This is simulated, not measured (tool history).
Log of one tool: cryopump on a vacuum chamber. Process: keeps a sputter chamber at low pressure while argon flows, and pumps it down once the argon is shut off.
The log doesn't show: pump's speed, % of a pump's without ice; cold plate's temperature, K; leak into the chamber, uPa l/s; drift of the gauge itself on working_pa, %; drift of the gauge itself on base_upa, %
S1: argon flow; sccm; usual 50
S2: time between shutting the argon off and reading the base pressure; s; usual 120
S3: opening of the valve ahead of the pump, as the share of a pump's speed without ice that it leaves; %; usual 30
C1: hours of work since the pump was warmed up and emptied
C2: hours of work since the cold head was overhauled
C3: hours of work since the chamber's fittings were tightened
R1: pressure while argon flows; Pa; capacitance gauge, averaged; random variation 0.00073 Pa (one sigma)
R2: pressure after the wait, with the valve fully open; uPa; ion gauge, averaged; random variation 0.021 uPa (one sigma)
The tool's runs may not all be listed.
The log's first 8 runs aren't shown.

run 9 day=9.521 | S1=45 S2=120 S3=30 | C1=188 C2=188 C3=920 | R1=0.1548 R2=0.94
run 10 day=10.483 | S1=45 S2=120 S3=30 | C1=203 C2=203 C3=935 | R1=0.1531 R2=0.95
run 11 day=11.421 | S1=50 S2=120 S3=16 | C1=216 C2=216 C3=949 | R1=0.3195 R2=0.94
run 12 day=12.65 | S1=50 S2=120 S3=30 | C1=235 C2=235 C3=967 | R1=0.1715 R2=0.97
run 13 day=14.321 | S1=50 S2=120 S3=17 | C1=259 C2=259 C3=991 | R1=0.2992 R2=0.97
run 14 day=15.721 | S1=50 S2=120 S3=17 | C1=280 C2=280 C3=1012 | R1=0.299 R2=1
run 15 day=17.138 | S1=50 S2=120 S3=17 | C1=301 C2=301 C3=1033 | R1=0.298 R2=1.02
run 16 day=18.654 | S1=50 S2=180 S3=17 | C1=323 C2=323 C3=1055 | R1=0.2998 R2=0.95
run 17 day=20.212 | S1=50 S2=180 S3=17 | C1=346 C2=346 C3=1078 | R1=0.3008 R2=0.98
run 18 day=21.588 | S1=81 S2=23 S3=32 | C1=366 C2=366 C3=1099 | R1=0.2625 R2=1.96
run 19 day=22.883 | S1=25 S2=42 S3=23 | C1=386 C2=386 C3=1118 | R1=0.1113 R2=1.48
run 20 day=24.192 | S1=37 S2=32 S3=41 | C1=405 C2=405 C3=1137 | R1=0.0944 R2=1.71
run 21 day=25.683 | S1=37 S2=114 S3=41 | C1=427 C2=427 C3=1159 | R1=0.0942 R2=1.17
run 22 day=26.542 | S1=50 S2=221 S3=17 | C1=440 C2=440 C3=1172 | R1=0.2998 R2=1.01
run 23 day=27.275 | S1=50 S2=90 S3=22 | C1=450 C2=450 C3=1183 | R1=0.2359 R2=1.22
run 24 day=28.817 | S1=83 S2=245 S3=56 | C1=473 C2=473 C3=1205 | R1=0.1585 R2=1.05
run 25 day=29.712 | S1=83 S2=245 S3=56 | C1=486 C2=486 C3=1218 | R1=0.1574 R2=1.05
run 26 day=31.375 | S1=83 S2=245 S3=56 | C1=511 C2=511 C3=1243 | R1=0.1595 R2=1.07
run 27 day=32.904 | S1=50 S2=23 S3=55 | C1=533 C2=533 C3=1266 | R1=0.0979 R2=2.11
run 28 day=33.725 | S1=21 S2=51 S3=17 | C1=546 C2=546 C3=1278 | R1=0.1278 R2=1.48
run 29 day=34.692 | S1=21 S2=51 S3=17 | C1=560 C2=560 C3=1292 | R1=0.1277 R2=1.5
run 30 day=36.458 | S1=55 S2=28 S3=33 | C1=586 C2=586 C3=1318 | R1=0.1751 R2=1.94
run 31 day=37.917 | S1=55 S2=28 S3=33 | C1=607 C2=607 C3=1340 | R1=0.1744 R2=1.89
run 32 day=38.654 | S1=55 S2=28 S3=33 | C1=618 C2=618 C3=1350 | R1=0.1763 R2=2.04
run 33 day=39.567 | S1=95 S2=28 S3=36 | C1=632 C2=632 C3=1364 | R1=0.2794 R2=1.93

3 ways to go on from here, each from the tool as it stands after run 33. What would each give?
run A day=40.346 | S1=38 S2=33 S3=27 | C1=643 C2=643 C3=1375 | R1=? R2=?
run B day=40.346 | S1=41 S2=200 S3=30 | C1=643 C2=643 C3=1375 | R1=? R2=?
run C day=40.346 | S1=60 S2=29 S3=32 | C1=643 C2=643 C3=1375 | R1=? R2=?

run=A R1=0.1467 R2=1.82
run=B R1=0.1435 R2=1.22
run=C R1=0.1982 R2=1.97
Without the tool's hidden state the same runs would have given:
run=A R1=0.1416 R2=0.95
run=B R1=0.1379 R2=0.32
run=C R1=0.1901 R2=1.09
